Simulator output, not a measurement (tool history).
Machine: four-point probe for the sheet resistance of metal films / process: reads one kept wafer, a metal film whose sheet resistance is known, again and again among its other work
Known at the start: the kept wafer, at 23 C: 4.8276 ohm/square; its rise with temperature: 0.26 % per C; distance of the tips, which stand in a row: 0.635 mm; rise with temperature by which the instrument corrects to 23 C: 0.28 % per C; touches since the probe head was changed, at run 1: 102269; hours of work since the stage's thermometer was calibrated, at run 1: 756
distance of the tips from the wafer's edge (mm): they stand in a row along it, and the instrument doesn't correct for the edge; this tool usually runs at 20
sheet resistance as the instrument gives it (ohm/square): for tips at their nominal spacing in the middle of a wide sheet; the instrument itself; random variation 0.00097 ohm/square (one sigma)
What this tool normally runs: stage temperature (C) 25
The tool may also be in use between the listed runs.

run	hour	stage temperature (C)	distance of the tips from the wafer's edge (mm)	touches since the probe head was changed	hours of work since the stage's thermometer was calibrated	sheet resistance as the instrument gives it (ohm/square)
1	0.0	25	20	102269	756	4.793837
2	74.8	19	20	105771	810	4.796170
3	154.2	21	20	109484	866	4.793412
4	205.1	25	20	111867	902	4.788040
5	252.5	25	19	114085	936	4.787449
6	302.4	25	33	116419	972	4.785767
7	381.1	25	33	120106	1028	4.783197
8	448.4	25	33	123254	1076	4.781321
9	486.5	35	20	125036	1103	4.774908
10	556.9	35	30	128331	1153	4.772789
11	613.6	28	9	130984	1193	4.789643
12	678.8	28	9	134035	1240	4.787365
# hour 685.9: stage's thermometer calibrated
13	755.3	25	6	137593	49	4.802559
# hour 785.8: new probe head fitted
14	801.0	25	6	711	81	4.847243
15	841.9	25	6	2624	110	4.848506
16	878.5	28	6	4338	136	4.843537
17	928.7	28	6	6688	172	4.842464
18	980.7	28	20	9122	209	4.816123
19	1055.9	26	4	12639	263	4.875822
20	1121.2	28	4	15695	309	4.874049

Across each entry between runs, compare the hidden state at the last listed run before it with the hidden state at the first listed run after it:
In the gap between runs 12 and 13: stage's thermometer calibrated (hour 685.9)
  inner tips' distance over the nominal, %: -0.823 -> -0.849; tips' flats over new ones', %: 49 -> 50; wafer's true temperature over the reading, C: -0.48 -> -0.6
  measured less the result without the state, sheet resistance as the instrument gives it (ohm/square): -0.049061 -> -0.052128
In the gap between runs 13 and 14: new probe head fitted (hour 785.8)
  inner tips' distance over the nominal, %: -0.849 -> 0.014; tips' flats over new ones', %: 50 -> 0; wafer's true temperature over the reading, C: -0.6 -> -0.61
  measured less the result without the state, sheet resistance as the instrument gives it (ohm/square): -0.052128 -> -0.007054
